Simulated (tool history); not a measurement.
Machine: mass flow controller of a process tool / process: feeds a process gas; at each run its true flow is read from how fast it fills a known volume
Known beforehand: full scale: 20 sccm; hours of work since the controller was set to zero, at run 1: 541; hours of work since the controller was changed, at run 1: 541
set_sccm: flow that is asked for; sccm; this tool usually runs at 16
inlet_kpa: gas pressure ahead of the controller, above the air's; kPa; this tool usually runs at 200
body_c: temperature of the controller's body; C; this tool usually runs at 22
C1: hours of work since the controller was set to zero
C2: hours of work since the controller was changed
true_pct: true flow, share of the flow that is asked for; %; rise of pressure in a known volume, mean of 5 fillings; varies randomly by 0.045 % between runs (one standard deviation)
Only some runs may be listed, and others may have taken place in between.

run 1 day=0 | set_sccm=16 inlet_kpa=200 body_c=22 | C1=541 C2=541 | true_pct=99.83
run 2 day=19.088 | set_sccm=16 inlet_kpa=246 body_c=22 | C1=763 C2=763 | true_pct=100.19
run 3 day=34.079 | set_sccm=16 inlet_kpa=246 body_c=22 | C1=936 C2=936 | true_pct=100.12
run 4 day=47.588 | set_sccm=16 inlet_kpa=200 body_c=22 | C1=1093 C2=1093 | true_pct=99.82
run 5 day=56.858 | set_sccm=16 inlet_kpa=200 body_c=22 | C1=1201 C2=1201 | true_pct=99.92
run 6 day=70.383 | set_sccm=16 inlet_kpa=200 body_c=22 | C1=1357 C2=1357 | true_pct=99.87
run 7 day=78.821 | set_sccm=16 inlet_kpa=142 body_c=22 | C1=1455 C2=1455 | true_pct=99.57
run 8 day=92.804 | set_sccm=16 inlet_kpa=200 body_c=28 | C1=1617 C2=1617 | true_pct=99.33
run 9 day=111.417 | set_sccm=16 inlet_kpa=200 body_c=31 | C1=1833 C2=1833 | true_pct=99
run 10 day=126.204 | set_sccm=16 inlet_kpa=200 body_c=31 | C1=2005 C2=2005 | true_pct=99.11
run 11 day=140.071 | set_sccm=16 inlet_kpa=200 body_c=31 | C1=2166 C2=2166 | true_pct=99.05
run 12 day=155.612 | set_sccm=16 inlet_kpa=200 body_c=31 | C1=2346 C2=2346 | true_pct=99.09
run 13 day=173.883 | set_sccm=16 inlet_kpa=200 body_c=31 | C1=2558 C2=2558 | true_pct=99.06
run 14 day=181.912 | set_sccm=16 inlet_kpa=200 body_c=31 | C1=2651 C2=2651 | true_pct=99.11
run 15 day=199.821 | set_sccm=8 inlet_kpa=200 body_c=22 | C1=2859 C2=2859 | true_pct=100.17
run 16 day=216.671 | set_sccm=16 inlet_kpa=200 body_c=38 | C1=3054 C2=3054 | true_pct=98.45
run 17 day=233.825 | set_sccm=16 inlet_kpa=200 body_c=38 | C1=3253 C2=3253 | true_pct=98.35
run 18 day=252.25 | set_sccm=16 inlet_kpa=200 body_c=22 | C1=3467 C2=3467 | true_pct=100.06
run 19 day=269.596 | set_sccm=16 inlet_kpa=200 body_c=22 | C1=3668 C2=3668 | true_pct=100.1
run 20 day=277.446 | set_sccm=16 inlet_kpa=162 body_c=22 | C1=3759 C2=3759 | true_pct=99.85
run 21 day=291.521 | set_sccm=16 inlet_kpa=162 body_c=22 | C1=3922 C2=3922 | true_pct=99.91
run 22 day=308.012 | set_sccm=14 inlet_kpa=146 body_c=30 | C1=4113 C2=4113 | true_pct=99.05
run 23 day=319.983 | set_sccm=16 inlet_kpa=193 body_c=22 | C1=4252 C2=4252 | true_pct=100.04
run 24 day=330.317 | set_sccm=5 inlet_kpa=258 body_c=28 | C1=4372 C2=4372 | true_pct=101.34
run 25 day=338.933 | set_sccm=6 inlet_kpa=249 body_c=24 | C1=4472 C2=4472 | true_pct=101.22
run 26 day=351.404 | set_sccm=15 inlet_kpa=144 body_c=25 | C1=4617 C2=4617 | true_pct=99.58
run 27 day=363.675 | set_sccm=16 inlet_kpa=166 body_c=25 | C1=4759 C2=4759 | true_pct=99.66
run 28 day=373.667 | set_sccm=16 inlet_kpa=166 body_c=25 | C1=4875 C2=4875 | true_pct=99.7
run 29 day=387.071 | set_sccm=6 inlet_kpa=166 body_c=28 | C1=5030 C2=5030 | true_pct=100.64
run 30 day=405.004 | set_sccm=3 inlet_kpa=164 body_c=21 | C1=5238 C2=5238 | true_pct=104.31
run 31 day=416.308 | set_sccm=3 inlet_kpa=200 body_c=22 | C1=5369 C2=5369 | true_pct=104.67
run 32 day=435.196 | set_sccm=3 inlet_kpa=200 body_c=22 | C1=5588 C2=5588 | true_pct=104.84
run 33 day=443.421 | set_sccm=3 inlet_kpa=200 body_c=22 | C1=5684 C2=5684 | true_pct=104.86
run 34 day=461.621 | set_sccm=3 inlet_kpa=200 body_c=22 | C1=5895 C2=5895 | true_pct=105.08
run 35 day=477.817 | set_sccm=3 inlet_kpa=151 body_c=33 | C1=6083 C2=6083 | true_pct=103.83
run 36 day=495.5 | set_sccm=19 inlet_kpa=266 body_c=37 | C1=6288 C2=6288 | true_pct=99.14
run 37 day=506.804 | set_sccm=19 inlet_kpa=266 body_c=37 | C1=6419 C2=6419 | true_pct=99.09
run 38 day=514.771 | set_sccm=8 inlet_kpa=200 body_c=31 | C1=6511 C2=6511 | true_pct=100.28
run 39 day=525.05 | set_sccm=8 inlet_kpa=200 body_c=31 | C1=6631 C2=6631 | true_pct=100.37
run 40 day=538.717 | set_sccm=7 inlet_kpa=200 body_c=20 | C1=6789 C2=6789 | true_pct=101.92
-- day=548.083 controller's zero set anew
run 41 day=548.279 | set_sccm=6 inlet_kpa=200 body_c=22 | C1=2 C2=6900 | true_pct=98.27
run 42 day=559.371 | set_sccm=3 inlet_kpa=148 body_c=20 | C1=131 C2=7028 | true_pct=98.19

Consider 4 possible next runs. They are alternatives, not a sequence: every one starts from the tool as it was left by run 42. What does each give?
run A day=569.217 | set_sccm=16 inlet_kpa=259 body_c=22 | C1=245 C2=7142 | true_pct=?
run B day=569.217 | set_sccm=13 inlet_kpa=200 body_c=38 | C1=245 C2=7142 | true_pct=?
run C day=569.217 | set_sccm=10 inlet_kpa=148 body_c=35 | C1=245 C2=7142 | true_pct=?
run D day=569.217 | set_sccm=3 inlet_kpa=205 body_c=34 | C1=245 C2=7142 | true_pct=?

run=A true_pct=99.15
run=B true_pct=97.16
run=C true_pct=96.9
run=D true_pct=97.14
Without the tool's unlogged condition, the same runs would have read:
run=A true_pct=100.37
run=B true_pct=98.36
run=C true_pct=98.08
run=D true_pct=98.08
